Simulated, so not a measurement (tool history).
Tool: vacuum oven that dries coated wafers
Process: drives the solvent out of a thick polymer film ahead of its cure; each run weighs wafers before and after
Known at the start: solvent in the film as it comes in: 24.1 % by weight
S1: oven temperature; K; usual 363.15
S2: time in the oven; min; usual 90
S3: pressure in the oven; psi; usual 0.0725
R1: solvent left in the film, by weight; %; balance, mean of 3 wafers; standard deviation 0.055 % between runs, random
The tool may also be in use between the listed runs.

run,hour,S1,S2,S3,R1
1,0.0,363.15,90,0.0725,2.16
2,11.7,363.15,90,0.0725,2.15
3,24.6,363.15,90,0.0725,2.23
4,34.8,363.15,90,0.0445,1.79
5,43.4,363.15,117,0.0725,1.54
6,51.9,363.15,117,0.0725,1.57
7,60.6,363.15,117,0.0725,1.48
8,70.2,363.15,90,0.0725,2.27
9,82.9,363.15,90,0.1729,3.52
10,95.4,363.15,90,0.0451,1.76
11,107.2,363.15,90,0.0451,1.82
12,113.1,363.15,90,0.0725,2.20
13,120.2,367.15,46,0.0725,4.18
14,129.1,367.15,46,0.1481,5.06
15,137.0,367.15,46,0.1481,4.89
16,149.1,367.15,46,0.1481,4.97
17,156.8,367.15,46,0.1481,4.96
18,170.0,365.15,99,0.2210,3.65
19,176.8,363.15,90,0.1645,3.47
20,183.0,363.15,90,0.2187,4.24
21,196.3,376.15,116,0.1977,1.95
22,205.5,355.15,90,0.0725,4.03
23,218.9,349.15,102,0.2360,8.77
24,229.3,376.15,100,0.0725,0.81

Here are 4 independent what-if runs from the current tool condition. What would each one return?
A,238.5,373.15,90,0.0853,?
B,238.5,368.15,159,0.0725,?
C,238.5,376.15,100,0.2287,?
D,238.5,349.15,125,0.1102,?

run,R1
A,1.26
B,1.10
C,2.18
D,5.11
Take away the tool's hidden state, keep each run's random variation, and the runs would have read:
run,R1
A,1.19
B,0.96
C,2.15
D,5.15

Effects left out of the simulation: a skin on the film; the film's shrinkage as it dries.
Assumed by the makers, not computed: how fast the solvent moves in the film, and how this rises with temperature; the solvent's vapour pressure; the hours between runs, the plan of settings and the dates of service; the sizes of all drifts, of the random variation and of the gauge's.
